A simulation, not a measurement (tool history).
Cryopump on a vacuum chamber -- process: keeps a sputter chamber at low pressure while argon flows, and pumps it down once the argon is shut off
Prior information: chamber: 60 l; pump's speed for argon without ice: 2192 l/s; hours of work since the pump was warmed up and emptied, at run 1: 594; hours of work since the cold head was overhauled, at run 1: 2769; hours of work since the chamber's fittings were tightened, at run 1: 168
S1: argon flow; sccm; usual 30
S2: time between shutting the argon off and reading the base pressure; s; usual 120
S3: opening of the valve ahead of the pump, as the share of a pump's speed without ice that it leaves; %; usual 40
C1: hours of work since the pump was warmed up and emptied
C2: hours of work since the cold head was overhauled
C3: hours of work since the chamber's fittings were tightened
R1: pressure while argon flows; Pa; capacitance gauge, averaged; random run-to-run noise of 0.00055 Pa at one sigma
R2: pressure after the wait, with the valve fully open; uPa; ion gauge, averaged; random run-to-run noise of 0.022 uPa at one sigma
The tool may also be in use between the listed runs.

Run 1, hour 0.0: usual settings; C1 594; C2 2769; C3 168. Result: R1 0.0625 Pa, R2 0.73 uPa.
Run 2, hour 49.3: usual settings; C1 637; C2 2813; C3 212. Result: R1 0.0624 Pa, R2 0.74 uPa.
At hour 105.7: pump warmed up, emptied and cooled again.
Run 3, hour 161.8: usual settings but S1 14 sccm; C1 50; C2 2908; C3 307. Result: R1 0.0280 Pa, R2 0.74 uPa.
Run 4, hour 256.9: usual settings but S1 53 sccm; C1 134; C2 2992; C3 391. Result: R1 0.1052 Pa, R2 0.78 uPa.
Run 5, hour 344.0: usual settings but S1 53 sccm; C1 211; C2 3069; C3 468. Result: R1 0.1049 Pa, R2 0.83 uPa.
Run 6, hour 433.3: usual settings but S1 53 sccm; C1 290; C2 3148; C3 547. Result: R1 0.1064 Pa, R2 0.84 uPa.
Run 7, hour 531.3: usual settings but S2 179 s; C1 376; C2 3234; C3 633. Result: R1 0.0612 Pa, R2 0.76 uPa.
Run 8, hour 577.9: usual settings but S2 179 s; C1 417; C2 3275; C3 674. Result: R1 0.0608 Pa, R2 0.71 uPa.
Run 9, hour 663.9: usual settings but S2 179 s; C1 493; C2 3352; C3 751. Result: R1 0.0610 Pa, R2 0.79 uPa.
Run 10, hour 758.2: usual settings but S1 22 sccm, S2 179 s; C1 577; C2 3435; C3 834. Result: R1 0.0456 Pa, R2 0.81 uPa.
Run 11, hour 840.5: usual settings but S1 14 sccm, S2 179 s; C1 649; C2 3508; C3 907. Result: R1 0.0283 Pa, R2 0.87 uPa.
At hour 885.7: pump warmed up, emptied and cooled again.
Run 12, hour 903.7: usual settings; C1 16; C2 3559; C3 958. Result: R1 0.0590 Pa, R2 1.00 uPa.
Run 13, hour 989.8: usual settings but S2 21 s; C1 92; C2 3635; C3 1034. Result: R1 0.0596 Pa, R2 3.16 uPa.
Run 14, hour 1040.9: usual settings but S2 21 s; C1 137; C2 3680; C3 1079. Result: R1 0.0602 Pa, R2 3.34 uPa.
Run 15, hour 1125.6: usual settings but S2 21 s, S3 16 %; C1 212; C2 3755; C3 1154. Result: R1 0.1463 Pa, R2 3.23 uPa.
Run 16, hour 1204.2: usual settings but S1 17 sccm, S2 21 s, S3 16 %; C1 282; C2 3825; C3 1224. Result: R1 0.0841 Pa, R2 3.32 uPa.
Run 17, hour 1279.5: usual settings but S1 17 sccm, S2 21 s, S3 16 %; C1 348; C2 3891; C3 1290. Result: R1 0.0839 Pa, R2 3.47 uPa.
Run 18, hour 1346.0: usual settings but S1 17 sccm, S2 108 s, S3 58 %; C1 407; C2 3950; C3 1349. Result: R1 0.0249 Pa, R2 1.24 uPa.
Run 19, hour 1394.4: usual settings but S1 17 sccm, S2 108 s, S3 58 %; C1 450; C2 3993; C3 1392. Result: R1 0.0245 Pa, R2 1.27 uPa.
Run 20, hour 1447.6: usual settings but S1 14 sccm, S2 146 s, S3 48 %; C1 497; C2 4040; C3 1439. Result: R1 0.0250 Pa, R2 1.17 uPa.
Run 21, hour 1554.8: usual settings but S1 14 sccm, S2 246 s, S3 53 %; C1 591; C2 4135; C3 1534. Result: R1 0.0220 Pa, R2 1.06 uPa.
Run 22, hour 1630.2: usual settings but S1 12 sccm, S3 18 %; C1 658; C2 4201; C3 1600. Result: R1 0.0535 Pa, R2 1.37 uPa.
At hour 1663.6: pump warmed up, emptied and cooled again.
Run 23, hour 1702.5: usual settings but S1 12 sccm, S3 18 %; C1 34; C2 4261; C3 1660. Result: R1 0.0520 Pa, R2 1.28 uPa.
Run 24, hour 1771.2: usual settings but S1 12 sccm, S2 71 s, S3 18 %; C1 95; C2 4321; C3 1720. Result: R1 0.0518 Pa, R2 1.64 uPa.
Run 25, hour 1850.5: usual settings but S1 53 sccm, S2 55 s, S3 42 %; C1 165; C2 4391; C3 1791. Result: R1 0.1020 Pa, R2 1.92 uPa.
Run 26, hour 1931.5: usual settings but S1 31 sccm, S3 32 %; C1 237; C2 4463; C3 1862. Result: R1 0.0778 Pa, R2 1.40 uPa.
Run 27, hour 1981.1: usual settings but S1 24 sccm, S3 22 %; C1 281; C2 4507; C3 1906. Result: R1 0.0875 Pa, R2 1.47 uPa.
Run 28, hour 2043.9: usual settings but S1 34 sccm, S2 182 s, S3 38 %; C1 336; C2 4562; C3 1961. Result: R1 0.0727 Pa, R2 1.30 uPa.
Run 29, hour 2130.8: usual settings but S1 51 sccm, S2 88 s, S3 24 %; C1 413; C2 4639; C3 2038. Result: R1 0.1708 Pa, R2 1.71 uPa.
Run 30, hour 2221.8: usual settings but S1 40 sccm, S2 138 s, S3 21 %; C1 493; C2 4720; C3 2119. Result: R1 0.1523 Pa, R2 1.52 uPa.
Run 31, hour 2312.3: usual settings but S1 40 sccm, S2 138 s, S3 21 %; C1 573; C2 4800; C3 2199. Result: R1 0.1537 Pa, R2 1.52 uPa.
Run 32, hour 2422.9: usual settings but S1 14 sccm, S2 217 s, S3 18 %; C1 671; C2 4897; C3 2296. Result: R1 0.0636 Pa, R2 1.45 uPa.
At hour 2441.0: pump warmed up, emptied and cooled again.
Run 33, hour 2526.9: usual settings but S1 14 sccm, S2 217 s, S3 18 %; C1 76; C2 4985; C3 2384. Result: R1 0.0611 Pa, R2 1.35 uPa.
Run 34, hour 2631.4: usual settings but S1 55 sccm, S2 104 s, S3 18 %; C1 168; C2 5077; C3 2476. Result: R1 0.2400 Pa, R2 1.71 uPa.

Describe how what the log doesn't record of the tool's condition differs between the last listed run preceding each entry between runs and the first listed run following it.
In the gap between runs 2 and 3: pump warmed up, emptied and cooled again (hour 105.7)
  pump's speed, % of a pump's without ice: 87.7 -> 98.6; cold plate's temperature, K: 13.82 -> 13.86; leak into the chamber, uPa l/s: 473 -> 552
  measured value less the no-hidden-state value, R1: +0.0043 -> +0.0006 Pa; R2: +0.12 -> +0.12 uPa
In the gap between runs 11 and 12: pump warmed up, emptied and cooled again (hour 885.7)
  pump's speed, % of a pump's without ice: 87.3 -> 98.9; cold plate's temperature, K: 14.17 -> 14.2; leak into the chamber, uPa l/s: 1023 -> 1063
  measured value less the no-hidden-state value, R1: +0.0021 -> +0.0013 Pa; R2: +0.42 -> +0.38 uPa
In the gap between runs 22 and 23: pump warmed up, emptied and cooled again (hour 1663.6)
  pump's speed, % of a pump's without ice: 87.2 -> 99; cold plate's temperature, K: 14.51 -> 14.54; leak into the chamber, uPa l/s: 1563 -> 1610
  measured value less the no-hidden-state value, R1: +0.0020 -> +0.0006 Pa; R2: +0.73 -> +0.66 uPa
In the gap between runs 32 and 33: pump warmed up, emptied and cooled again (hour 2441.0)
  pump's speed, % of a pump's without ice: 86.9 -> 97.9; cold plate's temperature, K: 14.85 -> 14.89; leak into the chamber, uPa l/s: 2107 -> 2175
  measured value less the no-hidden-state value, R1: +0.0024 -> +0.0009 Pa; R2: +1.03 -> +0.94 uPa
